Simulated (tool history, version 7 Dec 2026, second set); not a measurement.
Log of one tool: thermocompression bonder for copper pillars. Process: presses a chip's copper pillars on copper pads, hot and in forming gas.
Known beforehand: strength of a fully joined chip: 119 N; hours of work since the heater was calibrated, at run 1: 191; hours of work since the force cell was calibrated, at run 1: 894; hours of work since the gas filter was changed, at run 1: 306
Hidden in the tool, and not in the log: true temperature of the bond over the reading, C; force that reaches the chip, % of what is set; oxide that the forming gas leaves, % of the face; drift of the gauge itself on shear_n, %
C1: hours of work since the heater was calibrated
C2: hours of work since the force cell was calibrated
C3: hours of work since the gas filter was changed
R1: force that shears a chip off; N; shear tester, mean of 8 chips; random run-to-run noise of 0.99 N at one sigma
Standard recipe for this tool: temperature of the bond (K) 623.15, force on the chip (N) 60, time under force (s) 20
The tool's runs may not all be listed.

run 1 hour=0 | temperature_of_the_bond_(K)=623.15 force_on_the_chip_(N)=60 time_under_force_(s)=20 | C1=191 C2=894 C3=306 | R1=77.7
run 2 hour=59.8 | temperature_of_the_bond_(K)=623.15 force_on_the_chip_(N)=60 time_under_force_(s)=14 | C1=216 C2=919 C3=331 | R1=69.3
run 3 hour=99.1 | temperature_of_the_bond_(K)=623.15 force_on_the_chip_(N)=60 time_under_force_(s)=25 | C1=232 C2=935 C3=347 | R1=80.8
-- hour=109 forming gas filter changed
run 4 hour=158.7 | temperature_of_the_bond_(K)=623.15 force_on_the_chip_(N)=60 time_under_force_(s)=25 | C1=256 C2=959 C3=20 | R1=85.7
run 5 hour=200.5 | temperature_of_the_bond_(K)=623.15 force_on_the_chip_(N)=60 time_under_force_(s)=25 | C1=273 C2=977 C3=38 | R1=88
run 6 hour=253.5 | temperature_of_the_bond_(K)=623.15 force_on_the_chip_(N)=60 time_under_force_(s)=20 | C1=295 C2=998 C3=60 | R1=82.5
run 7 hour=297.8 | temperature_of_the_bond_(K)=623.15 force_on_the_chip_(N)=60 time_under_force_(s)=20 | C1=314 C2=1017 C3=78 | R1=82.3
run 8 hour=355.7 | temperature_of_the_bond_(K)=605.15 force_on_the_chip_(N)=60 time_under_force_(s)=20 | C1=338 C2=1041 C3=102 | R1=72.3
run 9 hour=417.6 | temperature_of_the_bond_(K)=623.15 force_on_the_chip_(N)=86 time_under_force_(s)=20 | C1=363 C2=1066 C3=127 | R1=90.6
run 10 hour=449 | temperature_of_the_bond_(K)=623.15 force_on_the_chip_(N)=86 time_under_force_(s)=20 | C1=376 C2=1079 C3=140 | R1=89.3
run 11 hour=479.6 | temperature_of_the_bond_(K)=623.15 force_on_the_chip_(N)=86 time_under_force_(s)=20 | C1=389 C2=1092 C3=153 | R1=90.2
run 12 hour=516.9 | temperature_of_the_bond_(K)=641.15 force_on_the_chip_(N)=86 time_under_force_(s)=20 | C1=404 C2=1107 C3=168 | R1=96.1
run 13 hour=556.7 | temperature_of_the_bond_(K)=623.15 force_on_the_chip_(N)=60 time_under_force_(s)=20 | C1=420 C2=1123 C3=185 | R1=77
run 14 hour=595.8 | temperature_of_the_bond_(K)=623.15 force_on_the_chip_(N)=60 time_under_force_(s)=20 | C1=437 C2=1140 C3=201 | R1=79
run 15 hour=630.7 | temperature_of_the_bond_(K)=623.15 force_on_the_chip_(N)=84 time_under_force_(s)=20 | C1=451 C2=1154 C3=215 | R1=87.6
run 16 hour=673.2 | temperature_of_the_bond_(K)=623.15 force_on_the_chip_(N)=53 time_under_force_(s)=20 | C1=468 C2=1172 C3=233 | R1=74.4
run 17 hour=703.8 | temperature_of_the_bond_(K)=623.15 force_on_the_chip_(N)=46 time_under_force_(s)=12 | C1=481 C2=1184 C3=245 | R1=58.6
run 18 hour=740.3 | temperature_of_the_bond_(K)=623.15 force_on_the_chip_(N)=46 time_under_force_(s)=12 | C1=496 C2=1199 C3=260 | R1=58.1
run 19 hour=781.8 | temperature_of_the_bond_(K)=604.15 force_on_the_chip_(N)=60 time_under_force_(s)=32 | C1=513 C2=1216 C3=278 | R1=79.3
run 20 hour=838.2 | temperature_of_the_bond_(K)=623.15 force_on_the_chip_(N)=90 time_under_force_(s)=20 | C1=537 C2=1240 C3=301 | R1=89
run 21 hour=887.1 | temperature_of_the_bond_(K)=623.15 force_on_the_chip_(N)=90 time_under_force_(s)=20 | C1=557 C2=1260 C3=321 | R1=86.7
run 22 hour=918.7 | temperature_of_the_bond_(K)=637.15 force_on_the_chip_(N)=60 time_under_force_(s)=20 | C1=570 C2=1273 C3=334 | R1=81.3
-- hour=963.9 forming gas filter changed
run 23 hour=964.5 | temperature_of_the_bond_(K)=601.15 force_on_the_chip_(N)=74 time_under_force_(s)=25 | C1=588 C2=1291 C3=0 | R1=83.8
run 24 hour=994.2 | temperature_of_the_bond_(K)=623.15 force_on_the_chip_(N)=71 time_under_force_(s)=20 | C1=601 C2=1304 C3=13 | R1=87.8
run 25 hour=1055.8 | temperature_of_the_bond_(K)=594.15 force_on_the_chip_(N)=71 time_under_force_(s)=19 | C1=626 C2=1329 C3=38 | R1=72.5
run 26 hour=1109.8 | temperature_of_the_bond_(K)=610.15 force_on_the_chip_(N)=56 time_under_force_(s)=21 | C1=648 C2=1351 C3=60 | R1=72.2
run 27 hour=1141 | temperature_of_the_bond_(K)=632.15 force_on_the_chip_(N)=64 time_under_force_(s)=38 | C1=661 C2=1364 C3=73 | R1=99
run 28 hour=1197 | temperature_of_the_bond_(K)=632.15 force_on_the_chip_(N)=64 time_under_force_(s)=38 | C1=684 C2=1387 C3=96 | R1=96.2
run 29 hour=1245 | temperature_of_the_bond_(K)=593.15 force_on_the_chip_(N)=80 time_under_force_(s)=20 | C1=704 C2=1407 C3=116 | R1=74.6

4 ways to go on from here, each from the tool as it stands after run 29. What would each give?
run A hour=1282.2 | temperature_of_the_bond_(K)=608.15 force_on_the_chip_(N)=78 time_under_force_(s)=29 | C1=719 C2=1423 C3=131 | R1=?
run B hour=1282.2 | temperature_of_the_bond_(K)=593.15 force_on_the_chip_(N)=90 time_under_force_(s)=20 | C1=719 C2=1423 C3=131 | R1=?
run C hour=1282.2 | temperature_of_the_bond_(K)=593.15 force_on_the_chip_(N)=48 time_under_force_(s)=30 | C1=719 C2=1423 C3=131 | R1=?
run D hour=1282.2 | temperature_of_the_bond_(K)=623.15 force_on_the_chip_(N)=60 time_under_force_(s)=49 | C1=719 C2=1423 C3=131 | R1=?

run=A R1=89
run=B R1=79.3
run=C R1=68.2
run=D R1=94.3
With the hidden condition removed and each run's random variation left untouched, the same runs would have given:
run=A R1=96.9
run=B R1=87.3
run=C R1=76
run=D R1=101.5
